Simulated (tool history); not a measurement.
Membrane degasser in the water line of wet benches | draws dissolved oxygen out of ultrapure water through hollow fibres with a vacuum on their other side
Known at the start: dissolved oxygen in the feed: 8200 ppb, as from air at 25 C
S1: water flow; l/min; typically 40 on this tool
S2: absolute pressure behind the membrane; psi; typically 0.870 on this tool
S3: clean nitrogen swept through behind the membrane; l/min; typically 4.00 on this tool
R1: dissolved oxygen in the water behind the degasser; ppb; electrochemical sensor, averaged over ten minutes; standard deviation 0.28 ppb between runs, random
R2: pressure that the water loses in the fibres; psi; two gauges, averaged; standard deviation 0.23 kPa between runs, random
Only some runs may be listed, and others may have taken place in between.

{"run": 1, "hour": 0.0, "S1": 40, "S2": 0.87, "S3": 4.0, "R1": 70.0, "R2": 8.285}
{"run": 2, "hour": 26.2, "S1": 40, "S2": 0.87, "S3": 4.0, "R1": 70.3, "R2": 8.211}
{"run": 3, "hour": 45.4, "S1": 40, "S2": 0.87, "S3": 4.0, "R1": 70.2, "R2": 8.253}
{"run": 4, "hour": 74.1, "S1": 40, "S2": 0.87, "S3": 4.0, "R1": 70.2, "R2": 8.231}
{"run": 5, "hour": 95.0, "S1": 40, "S2": 0.87, "S3": 4.0, "R1": 69.5, "R2": 8.279}
{"run": 6, "hour": 128.2, "S1": 27, "S2": 0.87, "S3": 4.0, "R1": 46.8, "R2": 5.572}
{"run": 7, "hour": 160.9, "S1": 27, "S2": 0.87, "S3": 4.0, "R1": 46.5, "R2": 5.545}
{"run": 8, "hour": 186.9, "S1": 27, "S2": 0.644, "S3": 4.0, "R1": 21.7, "R2": 5.553}
{"run": 9, "hour": 207.8, "S1": 40, "S2": 0.87, "S3": 4.0, "R1": 70.1, "R2": 8.279}
{"run": 10, "hour": 231.7, "S1": 25, "S2": 0.87, "S3": 4.0, "R1": 43.3, "R2": 5.153}
{"run": 11, "hour": 260.1, "S1": 25, "S2": 0.87, "S3": 2.34, "R1": 71.3, "R2": 5.102}
{"run": 12, "hour": 301.6, "S1": 25, "S2": 0.87, "S3": 2.34, "R1": 71.8, "R2": 5.166}
{"run": 13, "hour": 345.6, "S1": 40, "S2": 0.87, "S3": 4.0, "R1": 70.6, "R2": 8.261}
{"hour": 365.3, "done": "vacuum gauge calibrated"}
{"run": 14, "hour": 387.4, "S1": 40, "S2": 0.87, "S3": 4.12, "R1": 68.5, "R2": 8.234}
{"run": 15, "hour": 411.9, "S1": 40, "S2": 0.87, "S3": 4.12, "R1": 69.1, "R2": 8.263}
{"run": 16, "hour": 451.3, "S1": 40, "S2": 0.87, "S3": 4.12, "R1": 68.8, "R2": 8.211}
{"run": 17, "hour": 497.1, "S1": 40, "S2": 0.87, "S3": 4.12, "R1": 69.0, "R2": 8.242}
{"run": 18, "hour": 520.5, "S1": 43, "S2": 0.615, "S3": 9.16, "R1": 17.4, "R2": 8.866}
{"run": 19, "hour": 544.7, "S1": 43, "S2": 0.615, "S3": 9.16, "R1": 17.6, "R2": 8.905}
{"run": 20, "hour": 570.9, "S1": 34, "S2": 1.482, "S3": 5.26, "R1": 111.3, "R2": 7.052}
{"run": 21, "hour": 616.3, "S1": 34, "S2": 1.482, "S3": 3.63, "R1": 157.6, "R2": 7.031}
{"run": 22, "hour": 651.7, "S1": 31, "S2": 1.092, "S3": 2.07, "R1": 150.7, "R2": 6.405}
{"run": 23, "hour": 694.0, "S1": 53, "S2": 0.59, "S3": 2.34, "R1": 53.1, "R2": 10.946}
{"run": 24, "hour": 729.1, "S1": 58, "S2": 1.271, "S3": 2.79, "R1": 264.7, "R2": 11.937}
{"run": 25, "hour": 773.2, "S1": 43, "S2": 0.622, "S3": 2.57, "R1": 47.3, "R2": 8.849}
{"run": 26, "hour": 806.3, "S1": 43, "S2": 0.622, "S3": 2.57, "R1": 47.2, "R2": 8.888}
{"run": 27, "hour": 841.5, "S1": 34, "S2": 0.87, "S3": 5.24, "R1": 46.7, "R2": 7.026}
{"run": 28, "hour": 882.5, "S1": 34, "S2": 0.87, "S3": 3.87, "R1": 61.8, "R2": 7.065}
{"run": 29, "hour": 926.0, "S1": 51, "S2": 1.939, "S3": 2.31, "R1": 487.1, "R2": 10.562}
{"run": 30, "hour": 955.8, "S1": 51, "S2": 1.939, "S3": 2.31, "R1": 486.8, "R2": 10.55}
{"run": 31, "hour": 999.8, "S1": 39, "S2": 0.766, "S3": 4.69, "R1": 46.2, "R2": 8.06}
{"run": 32, "hour": 1019.1, "S1": 39, "S2": 0.766, "S3": 4.69, "R1": 45.8, "R2": 8.058}

How would selected steps in R1 from run to run divide? Give the signed amount a tool lacking its hidden state would still show from settings, what came in and random variation, and the signed amount left for the hidden state, including any gauge scatter that is not in both of the compared results.
The hidden state here: membrane still open, %; true pressure behind the membrane over the reading, kPa; air that leaks in behind the membrane, l/min; drift of the gauge itself on oxygen_ppb, %; drift of the gauge itself on loss_of_pressure_kpa, %.
Run 23 -> 24: S1 53 -> 58, S2 0.590 -> 1.271, S3 2.34 -> 2.79. R1 +211.6 ppb: hidden state +2.9, all else +208.7.
Run 24 -> 25: S1 58 -> 43, S2 1.271 -> 0.622, S3 2.79 -> 2.57. R1 -217.4 ppb: hidden state -2.8, all else -214.6.
Run 28 -> 29: S1 34 -> 51, S2 0.870 -> 1.939, S3 3.87 -> 2.31. R1 +425.3 ppb: hidden state +7.3, all else +418.0.
Run 30 -> 31: S1 51 -> 39, S2 1.939 -> 0.766, S3 2.31 -> 4.69. R1 -440.6 ppb: hidden state -7.6, all else -433.0.
